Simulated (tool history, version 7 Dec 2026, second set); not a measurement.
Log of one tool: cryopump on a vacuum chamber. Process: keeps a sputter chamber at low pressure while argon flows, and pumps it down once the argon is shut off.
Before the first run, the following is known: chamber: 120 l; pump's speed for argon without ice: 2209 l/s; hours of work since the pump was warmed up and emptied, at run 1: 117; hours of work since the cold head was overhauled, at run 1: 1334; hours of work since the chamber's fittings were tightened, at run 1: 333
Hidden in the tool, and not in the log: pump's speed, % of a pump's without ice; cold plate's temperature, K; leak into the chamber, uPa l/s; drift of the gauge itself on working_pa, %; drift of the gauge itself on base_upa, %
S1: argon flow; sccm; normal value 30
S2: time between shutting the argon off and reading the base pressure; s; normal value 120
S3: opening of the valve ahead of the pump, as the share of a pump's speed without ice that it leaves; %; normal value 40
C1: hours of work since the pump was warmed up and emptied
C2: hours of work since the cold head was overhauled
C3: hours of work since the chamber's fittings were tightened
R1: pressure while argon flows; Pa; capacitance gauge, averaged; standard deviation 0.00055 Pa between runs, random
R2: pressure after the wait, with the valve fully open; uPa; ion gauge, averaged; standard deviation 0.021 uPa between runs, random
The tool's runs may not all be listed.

run 1 hour=0.0 | S1=30 S2=120 S3=40 | C1=117 C2=1334 C3=333 | R1=0.0587 R2=0.52
run 2 hour=70.3 | S1=30 S2=120 S3=40 | C1=176 C2=1393 C3=393 | R1=0.0591 R2=0.55
run 3 hour=136.3 | S1=30 S2=120 S3=40 | C1=232 C2=1449 C3=448 | R1=0.0604 R2=0.52
run 4 hour=207.4 | S1=30 S2=120 S3=40 | C1=291 C2=1509 C3=508 | R1=0.0607 R2=0.57
run 5 hour=263.2 | S1=30 S2=93 S3=40 | C1=338 C2=1556 C3=555 | R1=0.0606 R2=0.69
run 6 hour=327.7 | S1=30 S2=93 S3=40 | C1=393 C2=1610 C3=609 | R1=0.0612 R2=0.71
run 7 hour=397.2 | S1=30 S2=93 S3=40 | C1=451 C2=1668 C3=668 | R1=0.0605 R2=0.70
run 8 hour=446.3 | S1=30 S2=120 S3=21 | C1=492 C2=1710 C3=709 | R1=0.1133 R2=0.58
run 9 hour=482.9 | S1=30 S2=120 S3=21 | C1=523 C2=1740 C3=740 | R1=0.1138 R2=0.64
run 10 hour=529.0 | S1=30 S2=120 S3=21 | C1=562 C2=1779 C3=778 | R1=0.1130 R2=0.57
run 11 hour=593.6 | S1=30 S2=120 S3=21 | C1=616 C2=1834 C3=833 | R1=0.1146 R2=0.63
run 12 hour=658.5 | S1=30 S2=120 S3=21 | C1=671 C2=1888 C3=887 | R1=0.1152 R2=0.67
run 13 hour=696.4 | S1=47 S2=161 S3=40 | C1=703 C2=1920 C3=919 | R1=0.0993 R2=0.55
run 14 hour=745.4 | S1=45 S2=33 S3=27 | C1=744 C2=1961 C3=960 | R1=0.1359 R2=1.56
run 15 hour=810.0 | S1=45 S2=33 S3=27 | C1=798 C2=2016 C3=1015 | R1=0.1375 R2=1.54
run 16 hour=848.7 | S1=32 S2=33 S3=27 | C1=831 C2=2048 C3=1047 | R1=0.0979 R2=1.61
run 17 hour=929.6 | S1=32 S2=33 S3=27 | C1=899 C2=2116 C3=1115 | R1=0.0976 R2=1.58
run 18 hour=986.1 | S1=32 S2=33 S3=27 | C1=946 C2=2164 C3=1163 | R1=0.0997 R2=1.57
run 19 hour=1037.2 | S1=20 S2=120 S3=24 | C1=989 C2=2207 C3=1206 | R1=0.0693 R2=0.75
run 20 hour=1104.0 | S1=50 S2=50 S3=19 | C1=1046 C2=2263 C3=1262 | R1=0.2164 R2=1.24
run 21 hour=1154.3 | S1=50 S2=50 S3=19 | C1=1088 C2=2305 C3=1304 | R1=0.2165 R2=1.23
run 22 hour=1227.9 | S1=13 S2=39 S3=50 | C1=1150 C2=2367 C3=1366 | R1=0.0245 R2=1.47
-- hour=1252.8 pump warmed up, emptied and cooled again
run 23 hour=1296.8 | S1=44 S2=170 S3=48 | C1=37 C2=2421 C3=1420 | R1=0.0715 R2=0.58
run 24 hour=1351.8 | S1=37 S2=52 S3=25 | C1=83 C2=2467 C3=1466 | R1=0.1146 R2=1.18

Branching from run 24: 4 alternative next runs. What would each branch give?
run A hour=1403.3 | S1=42 S2=45 S3=40 | C1=127 C2=2511 C3=1510 | R1=? R2=?
run B hour=1403.3 | S1=57 S2=120 S3=40 | C1=127 C2=2511 C3=1510 | R1=? R2=?
run C hour=1403.3 | S1=23 S2=136 S3=26 | C1=127 C2=2511 C3=1510 | R1=? R2=?
run D hour=1403.3 | S1=30 S2=30 S3=40 | C1=127 C2=2511 C3=1510 | R1=? R2=?

run=A R1=0.0825 R2=1.24
run=B R1=0.1128 R2=0.71
run=C R1=0.0690 R2=0.67
run=D R1=0.0600 R2=1.73
Take away the tool's hidden state, keep each run's random variation, and the runs would have read:
run=A R1=0.0799 R2=1.03
run=B R1=0.1093 R2=0.50
run=C R1=0.0676 R2=0.46
run=D R1=0.0582 R2=1.51

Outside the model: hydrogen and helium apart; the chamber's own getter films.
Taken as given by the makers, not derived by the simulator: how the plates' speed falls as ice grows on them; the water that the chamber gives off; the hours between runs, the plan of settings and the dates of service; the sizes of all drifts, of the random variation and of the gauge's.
